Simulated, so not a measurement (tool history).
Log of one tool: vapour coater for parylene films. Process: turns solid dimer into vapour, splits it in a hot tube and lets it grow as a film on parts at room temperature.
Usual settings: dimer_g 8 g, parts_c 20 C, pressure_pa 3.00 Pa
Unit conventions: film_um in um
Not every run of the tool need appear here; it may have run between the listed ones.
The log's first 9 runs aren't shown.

{"run": 10, "hour": 297.5, "dimer_g": 8, "parts_c": 20, "pressure_pa": 11.23, "film_um": 1.3}
{"run": 11, "hour": 317.8, "dimer_g": 8, "parts_c": 20, "pressure_pa": 11.23, "film_um": 1.29}
{"run": 12, "hour": 344.6, "dimer_g": 8, "parts_c": 20, "pressure_pa": 11.23, "film_um": 1.27}
{"run": 13, "hour": 387.1, "dimer_g": 8, "parts_c": 20, "pressure_pa": 11.23, "film_um": 1.27}
{"run": 14, "hour": 412.7, "dimer_g": 8, "parts_c": 20, "pressure_pa": 11.23, "film_um": 1.28}
{"run": 15, "hour": 441.6, "dimer_g": 8, "parts_c": 20, "pressure_pa": 11.23, "film_um": 1.24}
{"run": 16, "hour": 465.0, "dimer_g": 8, "parts_c": 20, "pressure_pa": 11.23, "film_um": 1.29}
{"run": 17, "hour": 507.2, "dimer_g": 8, "parts_c": 20, "pressure_pa": 11.23, "film_um": 1.21}
{"run": 18, "hour": 532.8, "dimer_g": 13, "parts_c": 24, "pressure_pa": 9.36, "film_um": 1.73}
{"run": 19, "hour": 564.3, "dimer_g": 8, "parts_c": 24, "pressure_pa": 10.42, "film_um": 1.05}
{"run": 20, "hour": 592.3, "dimer_g": 8, "parts_c": 17, "pressure_pa": 2.79, "film_um": 1.61}
{"run": 21, "hour": 635.3, "dimer_g": 8, "parts_c": 17, "pressure_pa": 2.79, "film_um": 1.57}
{"run": 22, "hour": 675.3, "dimer_g": 8, "parts_c": 17, "pressure_pa": 2.79, "film_um": 1.58}
{"run": 23, "hour": 710.4, "dimer_g": 11, "parts_c": 17, "pressure_pa": 7.65, "film_um": 1.98}
{"run": 24, "hour": 743.9, "dimer_g": 9, "parts_c": 23, "pressure_pa": 11.94, "film_um": 1.19}
{"run": 25, "hour": 776.9, "dimer_g": 5, "parts_c": 26, "pressure_pa": 3.63, "film_um": 0.64}
{"run": 26, "hour": 802.5, "dimer_g": 5, "parts_c": 28, "pressure_pa": 3.63, "film_um": 0.6}
{"run": 27, "hour": 842.8, "dimer_g": 5, "parts_c": 28, "pressure_pa": 3.63, "film_um": 0.58}
{"run": 28, "hour": 871.3, "dimer_g": 8, "parts_c": 13, "pressure_pa": 3.47, "film_um": 1.77}
{"hour": 877.6, "done": "trap's valve overhauled"}
{"run": 29, "hour": 911.0, "dimer_g": 4, "parts_c": 20, "pressure_pa": 11.19, "film_um": 0.68}
{"run": 30, "hour": 936.9, "dimer_g": 8, "parts_c": 20, "pressure_pa": 7.54, "film_um": 1.38}
{"run": 31, "hour": 965.2, "dimer_g": 7, "parts_c": 26, "pressure_pa": 7.24, "film_um": 0.97}
{"run": 32, "hour": 1010.4, "dimer_g": 8, "parts_c": 20, "pressure_pa": 5.3, "film_um": 1.42}

Predict each of these 4 candidate next runs independently; none follows another, all start after run 32:
{"run": "A", "hour": 1045.8, "dimer_g": 4, "parts_c": 20, "pressure_pa": 5.18, "film_um": "?"}
{"run": "B", "hour": 1045.8, "dimer_g": 5, "parts_c": 20, "pressure_pa": 2.76, "film_um": "?"}
{"run": "C", "hour": 1045.8, "dimer_g": 3, "parts_c": 20, "pressure_pa": 5.3, "film_um": "?"}
{"run": "D", "hour": 1045.8, "dimer_g": 8, "parts_c": 21, "pressure_pa": 8.29, "film_um": "?"}

run=A film_um=0.73
run=B film_um=0.96
run=C film_um=0.54
run=D film_um=1.25
With no hidden state in the tool, these same runs would have given:
run=A film_um=0.76
run=B film_um=1.00
run=C film_um=0.57
run=D film_um=1.31
